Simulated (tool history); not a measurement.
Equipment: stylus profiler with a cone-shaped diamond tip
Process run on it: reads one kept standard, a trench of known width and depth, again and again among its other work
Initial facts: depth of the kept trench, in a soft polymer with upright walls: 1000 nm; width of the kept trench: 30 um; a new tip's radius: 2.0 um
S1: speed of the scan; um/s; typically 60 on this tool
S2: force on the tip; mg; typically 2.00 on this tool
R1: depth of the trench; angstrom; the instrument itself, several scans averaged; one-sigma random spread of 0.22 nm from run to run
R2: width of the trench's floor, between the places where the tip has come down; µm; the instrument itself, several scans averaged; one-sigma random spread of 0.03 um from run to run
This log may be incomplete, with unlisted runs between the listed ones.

| run | hour | S1 | S2 | R1 | R2 |
|---|---|---|---|---|---|
| 1 | 0.0 | 60 | 2.00 | 10057.7 | 25.74 |
| 2 | 21.9 | 60 | 0.89 | 10031.6 | 25.49 |
| 3 | 44.0 | 60 | 0.89 | 10029.7 | 25.42 |
| 4 | 60.0 | 62 | 0.89 | 10027.5 | 25.37 |
| 5 | 86.2 | 62 | 0.89 | 10028.4 | 25.27 |
| 6 | 106.0 | 62 | 0.89 | 10031.8 | 25.35 |
| 7 | 128.1 | 62 | 0.89 | 10031.8 | 25.28 |
| 8 | 141.3 | 62 | 0.89 | 10036.5 | 25.29 |
| 9 | 157.2 | 62 | 0.89 | 10027.9 | 25.25 |
| 10 | 178.7 | 62 | 2.13 | 10054.4 | 25.44 |
| 11 | 194.4 | 62 | 2.13 | 10058.5 | 25.34 |
| 12 | 223.5 | 62 | 2.13 | 10055.3 | 25.43 |
| 13 | 246.7 | 62 | 2.13 | 10053.9 | 25.35 |
| 14 | 262.3 | 60 | 3.68 | 10085.7 | 25.46 |
| 15 | 277.9 | 60 | 3.68 | 10085.4 | 25.39 |
| 16 | 302.7 | 60 | 3.68 | 10084.4 | 25.39 |
| 17 | 320.9 | 163 | 3.68 | 10079.0 | 24.87 |
| 18 | 351.6 | 60 | 2.00 | 10048.4 | 25.21 |
| 19 | 365.2 | 60 | 2.00 | 10054.5 | 25.15 |
| 20 | 381.1 | 60 | 3.60 | 10079.1 | 25.21 |
| 21 | 407.0 | 60 | 3.60 | 10076.7 | 25.23 |
| 22 | 434.8 | 60 | 0.69 | 10020.7 | 24.82 |
| 23 | 453.8 | 60 | 0.69 | 10023.7 | 24.75 |
| 24 | 477.7 | 60 | 0.69 | 10022.0 | 24.80 |
| 25 | 501.6 | 179 | 2.97 | 10070.7 | 24.43 |
| 26 | 530.5 | 234 | 3.57 | 10076.3 | 24.20 |
| 27 | 546.4 | 51 | 4.91 | 10096.6 | 25.11 |
| 28 | 576.3 | 24 | 3.99 | 10087.6 | 25.21 |
| 29 | 603.8 | 24 | 3.99 | 10087.9 | 25.16 |
| 30 | 616.8 | 60 | 4.02 | 10087.6 | 25.00 |
| 31 | 632.0 | 200 | 2.19 | 10051.2 | 23.99 |
| 32 | 650.0 | 200 | 2.19 | 10055.8 | 23.95 |
| 33 | 680.6 | 178 | 1.40 | 10034.1 | 23.75 |
| 34 | 698.9 | 120 | 2.94 | 10065.0 | 24.49 |
| 35 | 721.7 | 120 | 2.94 | 10062.7 | 24.43 |
| 36 | 747.3 | 120 | 2.94 | 10066.3 | 24.47 |
| 37 | 765.0 | 70 | 1.55 | 10041.2 | 24.53 |
| 38 | 781.4 | 194 | 1.34 | 10034.1 | 23.49 |
| 39 | 812.2 | 194 | 1.34 | 10037.3 | 23.47 |
| 40 | 827.2 | 47 | 1.54 | 10035.8 | 24.68 |
| 41 | 853.0 | 41 | 0.83 | 10025.6 | 24.59 |
| 42 | 880.6 | 151 | 2.00 | 10046.5 | 23.99 |
| 43 | 894.8 | 151 | 2.00 | 10048.3 | 23.90 |
| 44 | 921.1 | 80 | 1.92 | 10043.7 | 24.40 |
| 45 | 947.1 | 80 | 1.92 | 10039.9 | 24.41 |
| 46 | 973.4 | 25 | 1.52 | 10035.1 | 24.63 |

Per-run results on a tool with no hidden state, each run keeping its own random variation:
The tool's hidden condition here consists of: radius of the tip, um; height scale over the true one, %; drift of the gauge itself on depth_nm, %; drift of the gauge itself on floor_um, %.
| run | R1 | R2 |
|---|---|---|
| 1 | 10060.0 | 26.19 |
| 2 | 10034.1 | 25.97 |
| 3 | 10032.5 | 25.94 |
| 4 | 10030.4 | 25.91 |
| 5 | 10031.6 | 25.84 |
| 6 | 10035.2 | 25.95 |
| 7 | 10035.5 | 25.91 |
| 8 | 10040.3 | 25.94 |
| 9 | 10031.9 | 25.92 |
| 10 | 10058.6 | 26.14 |
| 11 | 10062.8 | 26.06 |
| 12 | 10059.9 | 26.19 |
| 13 | 10058.8 | 26.14 |
| 14 | 10090.8 | 26.27 |
| 15 | 10090.6 | 26.22 |
| 16 | 10089.9 | 26.26 |
| 17 | 10084.8 | 25.77 |
| 18 | 10054.5 | 26.15 |
| 19 | 10060.7 | 26.10 |
| 20 | 10085.5 | 26.18 |
| 21 | 10083.4 | 26.24 |
| 22 | 10027.7 | 25.86 |
| 23 | 10030.8 | 25.82 |
| 24 | 10029.4 | 25.89 |
| 25 | 10078.4 | 25.56 |
| 26 | 10084.3 | 25.36 |
| 27 | 10104.8 | 26.29 |
| 28 | 10096.1 | 26.43 |
| 29 | 10096.7 | 26.41 |
| 30 | 10096.6 | 26.27 |
| 31 | 10060.3 | 25.27 |
| 32 | 10065.2 | 25.26 |
| 33 | 10043.7 | 25.10 |
| 34 | 10074.8 | 25.86 |
| 35 | 10072.8 | 25.83 |
| 36 | 10076.7 | 25.90 |
| 37 | 10051.8 | 25.98 |
| 38 | 10044.8 | 24.96 |
| 39 | 10048.4 | 24.97 |
| 40 | 10047.1 | 26.20 |
| 41 | 10037.1 | 26.14 |
| 42 | 10058.4 | 25.57 |
| 43 | 10060.3 | 25.49 |
| 44 | 10056.1 | 26.02 |
| 45 | 10052.6 | 26.07 |
| 46 | 10048.0 | 26.31 |

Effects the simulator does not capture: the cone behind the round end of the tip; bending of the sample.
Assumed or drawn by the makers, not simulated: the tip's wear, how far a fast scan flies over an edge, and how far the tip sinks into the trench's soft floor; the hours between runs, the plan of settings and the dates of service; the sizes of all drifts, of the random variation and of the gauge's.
